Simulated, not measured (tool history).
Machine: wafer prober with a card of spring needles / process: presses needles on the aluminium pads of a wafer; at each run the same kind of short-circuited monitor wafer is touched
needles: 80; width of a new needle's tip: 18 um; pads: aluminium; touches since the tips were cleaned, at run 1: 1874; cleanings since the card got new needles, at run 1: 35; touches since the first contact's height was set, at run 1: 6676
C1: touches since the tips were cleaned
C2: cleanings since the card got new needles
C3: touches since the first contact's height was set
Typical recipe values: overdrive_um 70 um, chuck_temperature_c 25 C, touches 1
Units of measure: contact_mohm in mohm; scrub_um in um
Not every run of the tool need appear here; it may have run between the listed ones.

{"run": 1, "hour": 0.0, "overdrive_um": 70, "chuck_temperature_c": 25, "touches": 1, "C1": 1874, "C2": 35, "C3": 6676, "contact_mohm": 282, "scrub_um": 12.76}
{"run": 2, "hour": 19.2, "overdrive_um": 70, "chuck_temperature_c": 25, "touches": 1, "C1": 5985, "C2": 35, "C3": 10787, "contact_mohm": 272, "scrub_um": 12.77}
{"hour": 21.7, "done": "tips cleaned on abrasive film"}
{"run": 3, "hour": 49.1, "overdrive_um": 70, "chuck_temperature_c": 25, "touches": 1, "C1": 5877, "C2": 36, "C3": 17191, "contact_mohm": 282, "scrub_um": 12.77}
{"hour": 52.7, "done": "tips cleaned on abrasive film"}
{"run": 4, "hour": 76.1, "overdrive_um": 70, "chuck_temperature_c": 26, "touches": 1, "C1": 5018, "C2": 37, "C3": 22953, "contact_mohm": 278, "scrub_um": 12.71}
{"hour": 83.9, "done": "tips cleaned on abrasive film"}
{"run": 5, "hour": 102.2, "overdrive_um": 70, "chuck_temperature_c": 25, "touches": 1, "C1": 3933, "C2": 38, "C3": 28550, "contact_mohm": 280, "scrub_um": 12.74}
{"hour": 114.8, "done": "tips cleaned on abrasive film"}
{"run": 6, "hour": 124.4, "overdrive_um": 70, "chuck_temperature_c": 25, "touches": 3, "C1": 2059, "C2": 39, "C3": 33290, "contact_mohm": 274, "scrub_um": 12.73}
{"run": 7, "hour": 143.0, "overdrive_um": 70, "chuck_temperature_c": 25, "touches": 3, "C1": 6042, "C2": 39, "C3": 37273, "contact_mohm": 275, "scrub_um": 12.76}
{"hour": 145.8, "done": "tips cleaned on abrasive film"}
{"run": 8, "hour": 163.6, "overdrive_um": 70, "chuck_temperature_c": 25, "touches": 1, "C1": 3821, "C2": 40, "C3": 41667, "contact_mohm": 278, "scrub_um": 12.78}
{"hour": 178.1, "done": "tips cleaned on abrasive film"}
{"run": 9, "hour": 180.2, "overdrive_um": 70, "chuck_temperature_c": 25, "touches": 1, "C1": 470, "C2": 41, "C3": 45227, "contact_mohm": 275, "scrub_um": 12.76}
{"run": 10, "hour": 202.7, "overdrive_um": 66, "chuck_temperature_c": 67, "touches": 2, "C1": 5285, "C2": 41, "C3": 50042, "contact_mohm": 294, "scrub_um": 12.0}
{"hour": 208.6, "done": "tips cleaned on abrasive film"}
{"run": 11, "hour": 219.0, "overdrive_um": 66, "chuck_temperature_c": 67, "touches": 2, "C1": 2228, "C2": 42, "C3": 53520, "contact_mohm": 295, "scrub_um": 11.96}
{"run": 12, "hour": 232.2, "overdrive_um": 63, "chuck_temperature_c": 25, "touches": 2, "C1": 5065, "C2": 42, "C3": 56357, "contact_mohm": 279, "scrub_um": 11.49}
{"hour": 240.4, "done": "tips cleaned on abrasive film"}
{"run": 13, "hour": 256.5, "overdrive_um": 63, "chuck_temperature_c": 25, "touches": 2, "C1": 3464, "C2": 43, "C3": 61550, "contact_mohm": 281, "scrub_um": 11.44}
{"hour": 271.0, "done": "tips cleaned on abrasive film"}
{"run": 14, "hour": 279.9, "overdrive_um": 70, "chuck_temperature_c": 25, "touches": 1, "C1": 1900, "C2": 44, "C3": 66542, "contact_mohm": 282, "scrub_um": 12.73}
{"run": 15, "hour": 295.6, "overdrive_um": 75, "chuck_temperature_c": 109, "touches": 3, "C1": 5274, "C2": 44, "C3": 69916, "contact_mohm": 305, "scrub_um": 13.66}

What if the next run were any one of these 4? Each begins from the tool's condition after run 15:
{"hour": 302.0, "done": "tips cleaned on abrasive film"}
{"run": "A", "hour": 314.8, "overdrive_um": 51, "chuck_temperature_c": 47, "touches": 2, "C1": 2737, "C2": 45, "C3": 74005, "contact_mohm": "?", "scrub_um": "?"}
{"hour": 302.0, "done": "tips cleaned on abrasive film"}
{"run": "B", "hour": 314.8, "overdrive_um": 57, "chuck_temperature_c": 32, "touches": 3, "C1": 2737, "C2": 45, "C3": 74005, "contact_mohm": "?", "scrub_um": "?"}
{"hour": 302.0, "done": "tips cleaned on abrasive film"}
{"run": "C", "hour": 314.8, "overdrive_um": 76, "chuck_temperature_c": 46, "touches": 3, "C1": 2737, "C2": 45, "C3": 74005, "contact_mohm": "?", "scrub_um": "?"}
{"hour": 302.0, "done": "tips cleaned on abrasive film"}
{"run": "D", "hour": 314.8, "overdrive_um": 70, "chuck_temperature_c": 92, "touches": 1, "C1": 2737, "C2": 45, "C3": 74005, "contact_mohm": "?", "scrub_um": "?"}

run=A contact_mohm=295 scrub_um=9.28
run=B contact_mohm=284 scrub_um=10.33
run=C contact_mohm=283 scrub_um=13.83
run=D contact_mohm=301 scrub_um=12.72
The same runs, with their run-to-run variation unchanged, on a tool lacking any hidden condition would have given:
run=A contact_mohm=295 scrub_um=9.28
run=B contact_mohm=284 scrub_um=10.34
run=C contact_mohm=283 scrub_um=13.83
run=D contact_mohm=301 scrub_um=12.73
